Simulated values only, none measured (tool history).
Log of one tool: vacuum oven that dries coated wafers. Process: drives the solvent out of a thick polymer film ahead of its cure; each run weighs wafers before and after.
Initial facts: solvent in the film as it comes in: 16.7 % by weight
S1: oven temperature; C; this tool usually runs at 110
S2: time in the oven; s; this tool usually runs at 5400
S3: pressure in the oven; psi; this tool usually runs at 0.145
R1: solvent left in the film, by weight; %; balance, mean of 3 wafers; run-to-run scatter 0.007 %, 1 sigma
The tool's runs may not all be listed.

run	hour	S1	S2	S3	R1
1	0	110	5400	0.145	1.237
2	8.8	110	5100	0.145	1.398
3	27.2	110	5100	0.145	1.372
4	38.9	110	5100	0.145	1.371
5	50.7	110	5400	0.145	1.235
6	62.8	110	5400	0.145	1.22
7	73.3	113	5400	0.145	0.939
8	87.3	113	5400	0.145	0.947
9	101.4	113	5400	0.564	1.429
10	112.7	113	5400	0.564	1.418
11	122.9	113	5400	0.564	1.435
# hour 126.3: oven's thermocouples calibrated
12	142.2	124	5400	0.145	0.394
13	158.3	124	5400	0.145	0.396
14	175.8	124	5400	0.145	0.397
15	185.6	124	5400	0.145	0.396
16	199.6	124	5400	0.145	0.385
17	218	124	5400	0.145	0.405
18	228	124	5400	0.145	0.387
19	238.8	110	5400	0.177	1.544
20	256.6	110	2760	0.145	4.201
21	272	110	5400	0.145	1.503
22	279.8	110	5400	0.273	1.663
23	298.1	124	5400	0.273	0.511
24	315.1	124	5400	0.273	0.513
25	331.4	123	6240	0.216	0.391
26	348.6	123	6240	0.216	0.389
# hour 350.8: vacuum gauge cleaned of residue and calibrated
27	365.1	110	9060	0.236	0.668
28	373.2	112	3540	0.078	2.622
29	386.1	118	3540	0.078	1.714
30	400	118	4500	0.078	1.033
31	412.3	110	8280	0.46	1.088
# hour 422.4: vacuum gauge cleaned of residue and calibrated, once more
32	428.2	100	5400	0.086	2.897
33	443.8	100	5400	0.086	2.884
34	461.4	100	6420	0.086	2.173
35	471.1	100	6420	0.086	2.186
36	485.8	98	6780	0.468	3.056
37	501.1	114	4140	0.145	1.735
38	514	98	5400	0.339	3.721
39	524.5	101	7320	0.145	1.679
40	533.7	98	5520	0.332	3.607
41	552	110	5400	0.181	1.471
42	562.3	110	5400	0.181	1.459
43	580.8	110	5400	0.492	1.89
44	589.9	124	6300	0.12	0.217
45	607.9	119	2880	0.171	2.331
46	623	114	2880	0.074	3.067
47	640.7	114	2880	0.074	3.066

What if the next run were any one of these 4? Each begins from the tool's condition after run 47:
A	652.5	103	5640	0.162	?
B	652.5	118	5820	0.57	?
C	652.5	118	5040	0.238	?
D	652.5	120	7500	0.202	?

run	R1
A	2.281
B	1.031
C	0.892
D	0.317
The same runs, with their run-to-run variation unchanged, on a tool lacking any hidden condition would have given:
run	R1
A	2.348
B	1.055
C	0.922
D	0.318
